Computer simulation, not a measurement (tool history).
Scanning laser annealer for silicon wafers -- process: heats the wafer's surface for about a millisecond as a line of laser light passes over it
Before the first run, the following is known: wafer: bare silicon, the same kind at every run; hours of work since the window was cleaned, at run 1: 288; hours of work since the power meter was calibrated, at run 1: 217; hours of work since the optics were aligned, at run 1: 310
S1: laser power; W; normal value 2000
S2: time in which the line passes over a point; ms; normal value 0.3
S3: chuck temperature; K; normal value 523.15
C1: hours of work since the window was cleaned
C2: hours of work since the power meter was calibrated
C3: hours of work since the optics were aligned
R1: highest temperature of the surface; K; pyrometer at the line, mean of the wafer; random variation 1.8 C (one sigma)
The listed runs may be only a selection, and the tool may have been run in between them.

run   hour    S1     S2      S3   C1   C2   C3       R1
  1      0  2000    0.3  523.15  288  217  310  1262.15
  2    8.3  2005    0.3  523.15  294  224  317  1267.15
  3   21.5  2000    0.3  487.15  304  234  327  1225.15
  4   35.8  1891    0.3  523.15  315  245  338  1214.15
  5   44.1  1891    0.3  523.15  322  252  345  1212.15
  6   55.6  1891    0.3  523.15  331  261  354  1211.15
  7   70.1  2000    0.3  523.15  342  272  365  1254.15
  8     77  2000    0.3  523.15  347  277  370  1256.15
  9   88.4  2000    0.3  523.15  356  286  379  1252.15
 10    105  2000    0.3  523.15  369  299  392  1254.15
 11  119.4  2000    0.3  523.15  380  310  403  1251.15
 12  127.3  2000    0.3  523.15  386  316  409  1249.15
 13    136  2000    0.3  555.15  393  323  416  1281.15
     144.7  -- window over the wafer cleaned
 14  146.8  2000    0.3  496.15    2  330  423  1268.15
 15  163.7  2000    0.3  523.15   15  343  436  1296.15
 16  177.4  2000    0.3  523.15   25  354  447  1292.15
 17  185.4  2000  0.317  523.15   32  360  453  1306.15
 18  194.2  2000    0.3  523.15   39  367  460  1289.15
 19  207.6  2000    0.3  523.15   49  377  470  1289.15
 20  214.8  2000    0.3  523.15   55  383  476  1284.15
 21  224.5  1799  0.276  516.15   62  390  483  1166.15
 22    232  2175   0.28  561.15   68  396  489  1374.15
 23  246.6  1979  0.239  497.15   79  407  500  1177.15
 24  254.1  1773    0.3  523.15   85  413  506  1185.15
 25  264.7  1781   0.36  492.15   93  421  514  1206.15
 26  281.1  1762  0.275  500.15  106  434  527  1128.15
 27    290  2000  0.306  523.15  113  441  534  1285.15
     296.4  -- optics aligned, line set to its width
 28  307.7  1729  0.289  552.15  123  451    9  1170.15
 29  321.2  1778  0.225  542.15  133  461   19  1117.15
 30  332.6  1778  0.225  542.15  142  470   28  1116.15
 31  344.2  1778  0.225  542.15  151  479   37  1118.15
 32  360.8  1974   0.37  530.15  164  492   50  1329.15
 33  368.8  2000  0.296  535.15  170  498   56  1270.15
     376.6  -- optics aligned, line set to its width, once more
 34  388.7  2196  0.296  519.15  182  510    9  1365.15
 35  398.1  1992  0.227  555.15  189  517   17  1226.15
 36  408.8  1793  0.264  491.15  197  526   25  1124.15
 37  419.1  1793  0.256  485.15  205  534   33  1107.15
 38  427.7  1907  0.369  485.15  212  540   40  1266.15
 39  438.3  2184  0.225  497.15  220  548   48  1237.15
 40  452.4  2072  0.274  491.15  231  559   59  1248.15

Forecast each of these 3 alternatives for the next run:
  A  459.4  2000    0.3  554.15  237  565  64   ?
  B  459.4  2073  0.343  504.15  237  565  64   ?
  C  459.4  2057  0.287  523.15  237  565  64   ?

run       R1
  A  1309.15
  B  1337.15
  C  1282.15
Take away the tool's hidden state, keep each run's random variation, and the runs would have read:
run       R1
  A  1343.15
  B  1374.15
  C  1317.15

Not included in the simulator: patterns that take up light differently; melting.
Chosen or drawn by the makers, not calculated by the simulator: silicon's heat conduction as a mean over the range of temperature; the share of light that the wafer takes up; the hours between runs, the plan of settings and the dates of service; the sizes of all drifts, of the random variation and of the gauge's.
